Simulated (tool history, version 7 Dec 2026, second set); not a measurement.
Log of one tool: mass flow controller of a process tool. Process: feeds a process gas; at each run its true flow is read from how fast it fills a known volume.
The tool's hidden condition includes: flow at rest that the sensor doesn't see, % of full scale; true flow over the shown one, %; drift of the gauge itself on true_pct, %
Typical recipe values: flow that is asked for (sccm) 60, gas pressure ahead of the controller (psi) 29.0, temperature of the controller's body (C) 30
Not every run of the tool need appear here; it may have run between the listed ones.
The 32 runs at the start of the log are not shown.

run	day	flow that is asked for (sccm)	gas pressure ahead of the controller (psi)	temperature of the controller's body (C)	hours of work since the controller was set to zero	hours of work since the controller was changed	true flow (%)
33	425.633	60	27.6	33	5828	5828	97.27
34	444.779	60	27.6	33	6175	6175	97.46
# day 449.967: controller's zero set anew
35	464.008	60	27.6	33	255	6523	97.46
36	483.304	23	21.2	35	604	6873	96.57
37	499.112	126	31.9	30	891	7160	98.59
38	511.242	60	29.0	30	1111	7380	97.87
39	523.350	138	28.4	21	1330	7599	99.73
40	538.571	51	34.8	23	1606	7875	98.68
41	552.446	60	29.0	30	1858	8127	97.81
42	567.804	60	29.0	30	2136	8405	97.70
43	578.442	60	29.0	30	2329	8598	97.83
44	597.196	28	22.3	32	2669	8938	96.92
45	611.767	28	22.3	32	2934	9202	96.99
46	623.404	28	22.3	32	3145	9413	97.03
47	635.008	28	22.3	32	3355	9624	96.92

Below are 4 alternative next runs, each starting from the tool's condition after run 47. Predict each:
A	651.038	72	20.7	38	3646	9914	?
B	651.038	176	39.9	32	3646	9914	?
C	651.038	35	22.3	21	3646	9914	?
D	651.038	140	32.8	30	3646	9914	?

run	true flow (%)
A	96.91
B	99.32
C	98.42
D	98.93
Without the tool's unlogged condition, the same runs would have read:
run	true flow (%)
A	96.91
B	99.31
C	98.43
D	98.92
